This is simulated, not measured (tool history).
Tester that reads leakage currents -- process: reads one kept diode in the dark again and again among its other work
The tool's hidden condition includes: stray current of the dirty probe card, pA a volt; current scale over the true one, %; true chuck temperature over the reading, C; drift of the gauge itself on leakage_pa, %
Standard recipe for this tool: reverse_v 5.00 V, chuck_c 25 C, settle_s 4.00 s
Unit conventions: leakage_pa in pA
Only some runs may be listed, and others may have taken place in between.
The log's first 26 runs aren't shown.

run,hour,reverse_v,chuck_c,settle_s,hours of work since the probe card was cleaned,hours of work since the tester was calibrated,hours of work since the chuck was calibrated,leakage_pa
27,4738.0,5.00,41,0.40,2418,1590,339,73.54
28,4904.9,6.13,53,4.00,2499,1671,421,169.16
29,5049.8,4.74,53,0.54,2570,1742,491,149.43
30,5246.6,3.41,53,5.50,2666,1838,587,123.13
31,5419.4,3.41,53,5.50,2750,1922,672,124.36
32,5556.0,5.00,25,0.46,2817,1989,738,31.43
# hour 5742.2: tester calibrated
33,5789.6,4.96,27,3.86,2930,23,851,32.16
# hour 5808.2: chuck's temperature calibrated
34,5970.3,1.15,34,0.60,3017,110,79,18.88
35,6168.3,1.15,34,0.60,3114,207,176,19.21
36,6328.0,1.18,33,9.13,3192,285,254,17.86
37,6454.4,5.00,25,1.66,3253,347,315,29.17
# hour 6711.2: probe card cleaned and baked
38,6716.1,5.00,25,1.66,2,473,441,20.84
39,6935.7,8.69,38,1.66,110,580,549,73.68
40,7069.2,8.69,38,1.66,175,645,614,74.70

Branching from run 40: 3 alternative next runs. What would each branch give?
A,7252.5,2.50,38,1.66,264,734,703,?
B,7252.5,1.09,38,1.66,264,734,703,?
C,7252.5,1.46,33,1.48,264,734,703,?

run,leakage_pa
A,37.23
B,23.36
C,19.40
What these runs would have given with no unlogged condition in the tool:
run,leakage_pa
A,33.68
B,21.19
C,17.48
